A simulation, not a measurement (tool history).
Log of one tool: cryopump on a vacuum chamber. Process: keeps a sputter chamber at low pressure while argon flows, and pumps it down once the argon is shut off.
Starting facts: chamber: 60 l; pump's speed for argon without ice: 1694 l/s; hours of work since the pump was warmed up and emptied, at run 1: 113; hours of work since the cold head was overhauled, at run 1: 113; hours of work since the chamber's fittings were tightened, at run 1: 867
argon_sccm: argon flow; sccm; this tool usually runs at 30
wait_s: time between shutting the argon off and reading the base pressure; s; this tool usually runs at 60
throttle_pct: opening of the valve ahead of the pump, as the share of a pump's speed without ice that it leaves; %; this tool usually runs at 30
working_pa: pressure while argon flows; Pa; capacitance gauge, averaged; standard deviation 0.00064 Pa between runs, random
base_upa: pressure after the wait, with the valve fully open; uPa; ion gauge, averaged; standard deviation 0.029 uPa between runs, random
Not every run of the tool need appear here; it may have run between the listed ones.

run	hour	argon_sccm	wait_s	throttle_pct	hours of work since the pump was warmed up and emptied	hours of work since the cold head was overhauled	hours of work since the chamber's fittings were tightened	working_pa	base_upa
1	0	30	60	30	113	113	867	0.1008	1.91
2	12.4	30	60	30	119	119	872	0.102	1.86
3	24.1	30	60	30	124	124	877	0.1016	1.84
4	39.5	30	60	30	130	130	883	0.1001	1.96
5	52.8	30	60	30	136	136	889	0.1027	1.91
6	77.4	30	60	30	146	146	899	0.0997	1.92
7	99.8	30	60	30	155	155	909	0.1027	1.9
8	113.3	30	60	30	161	161	914	0.1024	1.91
9	134.7	40	60	22	170	170	923	0.1828	1.86
10	146.6	40	235	31	175	175	928	0.1302	0.94
11	161.6	30	60	31	181	181	935	0.099	1.93
12	184	15	106	42	191	191	944	0.0372	1.37
13	201.4	15	106	42	198	198	951	0.0369	1.36
14	223.5	15	106	42	207	207	961	0.0374	1.36
15	239.7	34	60	29	214	214	968	0.1199	1.98
16	251	59	90	57	219	219	972	0.1092	1.51

What if the next run were any one of these 4? Each begins from the tool's condition after run 16:
A	276.9	30	37	30	230	230	983	?	?
B	276.9	59	90	52	230	230	983	?	?
C	276.9	30	40	30	230	230	983	?	?
D	276.9	59	48	32	230	230	983	?	?

run	working_pa	base_upa
A	0.1029	2.77
B	0.1189	1.46
C	0.1029	2.6
D	0.1901	2.24
Without the tool's unlogged condition, the same runs would have read:
run	working_pa	base_upa
A	0.1002	2.26
B	0.1137	0.97
C	0.1002	2.1
D	0.1849	1.74

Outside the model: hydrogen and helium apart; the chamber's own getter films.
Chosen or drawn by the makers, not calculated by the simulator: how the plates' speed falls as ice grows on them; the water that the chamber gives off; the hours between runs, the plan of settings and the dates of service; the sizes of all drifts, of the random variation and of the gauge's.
